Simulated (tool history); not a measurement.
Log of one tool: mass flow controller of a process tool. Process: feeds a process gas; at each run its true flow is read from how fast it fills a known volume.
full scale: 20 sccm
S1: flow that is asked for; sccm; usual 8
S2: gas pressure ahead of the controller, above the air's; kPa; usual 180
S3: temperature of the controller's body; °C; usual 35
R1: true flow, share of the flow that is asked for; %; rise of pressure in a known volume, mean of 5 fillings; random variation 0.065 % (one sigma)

run 1 day=0 | S1=8 S2=180 S3=35 | R1=100.76
run 2 day=3.838 | S1=6 S2=180 S3=35 | R1=100.7
run 3 day=8.533 | S1=6 S2=180 S3=35 | R1=100.46
run 4 day=12.867 | S1=8 S2=180 S3=35 | R1=100.67
run 5 day=15.412 | S1=8 S2=180 S3=35 | R1=100.68
run 6 day=21.492 | S1=8 S2=180 S3=35 | R1=100.79
run 7 day=26.217 | S1=17 S2=180 S3=35 | R1=101.01
run 8 day=31.404 | S1=17 S2=180 S3=35 | R1=101.02
run 9 day=37.338 | S1=17 S2=180 S3=35 | R1=101.14
run 10 day=41.05 | S1=8 S2=180 S3=35 | R1=100.69
run 11 day=43.946 | S1=8 S2=180 S3=35 | R1=100.52
run 12 day=48.371 | S1=17 S2=197 S3=24 | R1=100.03
run 13 day=52.267 | S1=17 S2=233 S3=24 | R1=100.21
run 14 day=57.046 | S1=5 S2=237 S3=27 | R1=100.01
run 15 day=61.983 | S1=16 S2=180 S3=35 | R1=100.95
-- day=62.342 controller's zero set anew
run 16 day=66.35 | S1=16 S2=273 S3=23 | R1=100.18
run 17 day=71.025 | S1=8 S2=170 S3=34 | R1=100.36
-- day=72.771 controller's zero set anew, once more
run 18 day=77.271 | S1=8 S2=156 S3=20 | R1=98.95
run 19 day=82.1 | S1=11 S2=245 S3=24 | R1=100.32
run 20 day=87.988 | S1=11 S2=278 S3=24 | R1=100.57
run 21 day=93.054 | S1=15 S2=208 S3=22 | R1=100.05
run 22 day=99.388 | S1=15 S2=208 S3=22 | R1=99.85

5 ways to go on from here, each from the tool as it stands after run 22. What would each give?
run A day=104.842 | S1=11 S2=191 S3=35 | R1=?
run B day=104.842 | S1=2 S2=275 S3=25 | R1=?
run C day=104.842 | S1=8 S2=257 S3=32 | R1=?
run D day=104.842 | S1=16 S2=165 S3=35 | R1=?
run E day=104.842 | S1=15 S2=180 S3=27 | R1=?

run=A R1=101.05
run=B R1=99.98
run=C R1=101.08
run=D R1=101.07
run=E R1=100.26
Without the tool's hidden state the same runs would have given:
run=A R1=100.73
run=B R1=99.99
run=C R1=100.79
run=D R1=100.74
run=E R1=99.93
